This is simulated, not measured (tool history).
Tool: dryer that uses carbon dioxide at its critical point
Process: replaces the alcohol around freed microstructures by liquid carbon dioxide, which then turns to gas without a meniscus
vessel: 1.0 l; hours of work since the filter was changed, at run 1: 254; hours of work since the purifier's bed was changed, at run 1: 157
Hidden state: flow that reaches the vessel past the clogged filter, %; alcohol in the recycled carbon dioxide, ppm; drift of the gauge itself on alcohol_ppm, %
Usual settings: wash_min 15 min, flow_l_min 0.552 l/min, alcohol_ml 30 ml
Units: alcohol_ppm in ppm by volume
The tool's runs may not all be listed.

run	hour	wash_min	flow_l_min	alcohol_ml	hours of work since the filter was changed	hours of work since the purifier's bed was changed	alcohol_ppm
1	0	15	0.552	30	254	157	69
2	34	15	0.552	30	276	179	71
3	71.3	15	0.552	30	301	203	70
4	97.2	15	0.552	30	318	220	74
5	129.4	15	0.709	30	339	241	31
6	147.8	15	0.709	30	351	253	36
7	182.8	15	0.709	30	373	276	49
8	202.9	15	0.696	30	386	289	54
9	228.4	15	0.427	30	403	306	316
10	252.6	11	0.427	21	419	321	724

The next listed run, before its measurement:
11	282.6	15	0.851	30	438	341	?

{"run 11": {"alcohol_ppm": 33}}
Without the tool's hidden state the same run would have given alcohol_ppm 0 ppm by volume.
